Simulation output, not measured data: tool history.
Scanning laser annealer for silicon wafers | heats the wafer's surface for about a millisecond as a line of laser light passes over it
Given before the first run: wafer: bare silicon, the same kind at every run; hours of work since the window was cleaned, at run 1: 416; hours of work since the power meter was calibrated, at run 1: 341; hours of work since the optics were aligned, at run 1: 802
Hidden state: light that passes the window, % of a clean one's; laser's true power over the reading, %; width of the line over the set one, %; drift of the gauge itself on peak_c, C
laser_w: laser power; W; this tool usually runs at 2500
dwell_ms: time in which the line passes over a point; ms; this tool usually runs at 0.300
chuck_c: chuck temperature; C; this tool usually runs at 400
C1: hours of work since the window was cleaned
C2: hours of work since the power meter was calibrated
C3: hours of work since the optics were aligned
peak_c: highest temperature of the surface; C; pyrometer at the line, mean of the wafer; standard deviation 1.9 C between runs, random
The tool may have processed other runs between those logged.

run 1 hour=0.0 | laser_w=2500 dwell_ms=0.300 chuck_c=400 | C1=416 C2=341 C3=802 | peak_c=1188
run 2 hour=6.7 | laser_w=2500 dwell_ms=0.228 chuck_c=400 | C1=421 C2=346 C3=807 | peak_c=1083
run 3 hour=14.9 | laser_w=2500 dwell_ms=0.228 chuck_c=400 | C1=427 C2=352 C3=813 | peak_c=1081
run 4 hour=21.3 | laser_w=2500 dwell_ms=0.228 chuck_c=400 | C1=432 C2=357 C3=818 | peak_c=1081
run 5 hour=26.0 | laser_w=2500 dwell_ms=0.329 chuck_c=400 | C1=436 C2=361 C3=822 | peak_c=1226
run 6 hour=32.0 | laser_w=2500 dwell_ms=0.300 chuck_c=400 | C1=441 C2=366 C3=827 | peak_c=1184
run 7 hour=36.4 | laser_w=2500 dwell_ms=0.300 chuck_c=400 | C1=444 C2=369 C3=830 | peak_c=1187
run 8 hour=42.4 | laser_w=2500 dwell_ms=0.300 chuck_c=400 | C1=449 C2=374 C3=835 | peak_c=1183
run 9 hour=47.7 | laser_w=2500 dwell_ms=0.300 chuck_c=400 | C1=453 C2=378 C3=839 | peak_c=1186
run 10 hour=57.7 | laser_w=2500 dwell_ms=0.300 chuck_c=400 | C1=461 C2=386 C3=847 | peak_c=1186
run 11 hour=67.6 | laser_w=2500 dwell_ms=0.300 chuck_c=400 | C1=469 C2=393 C3=855 | peak_c=1184
run 12 hour=77.9 | laser_w=2500 dwell_ms=0.300 chuck_c=400 | C1=477 C2=401 C3=863 | peak_c=1181
run 13 hour=84.3 | laser_w=2729 dwell_ms=0.220 chuck_c=379 | C1=482 C2=407 C3=868 | peak_c=1116
run 14 hour=89.3 | laser_w=2729 dwell_ms=0.220 chuck_c=379 | C1=485 C2=410 C3=872 | peak_c=1114
run 15 hour=95.1 | laser_w=2729 dwell_ms=0.220 chuck_c=379 | C1=490 C2=415 C3=876 | peak_c=1117
run 16 hour=105.6 | laser_w=2729 dwell_ms=0.220 chuck_c=379 | C1=498 C2=423 C3=884 | peak_c=1117
run 17 hour=112.2 | laser_w=2321 dwell_ms=0.341 chuck_c=406 | C1=503 C2=428 C3=889 | peak_c=1172
run 18 hour=121.6 | laser_w=2603 dwell_ms=0.214 chuck_c=399 | C1=511 C2=436 C3=897 | peak_c=1084
run 19 hour=128.5 | laser_w=2200 dwell_ms=0.282 chuck_c=413 | C1=516 C2=441 C3=902 | peak_c=1068
run 20 hour=136.0 | laser_w=2387 dwell_ms=0.358 chuck_c=382 | C1=522 C2=447 C3=908 | peak_c=1191
run 21 hour=143.5 | laser_w=2387 dwell_ms=0.358 chuck_c=382 | C1=528 C2=453 C3=914 | peak_c=1193
run 22 hour=147.8 | laser_w=2264 dwell_ms=0.358 chuck_c=370 | C1=531 C2=456 C3=917 | peak_c=1135

What will run 23 give?
run 23 hour=152.9 | laser_w=2360 dwell_ms=0.300 chuck_c=400 | C1=535 C2=460 C3=921 | peak_c=?

peak_c: 1128 C
If the tool had no hidden condition, the same run with the same run-to-run variation would have returned peak_c 1176 C.
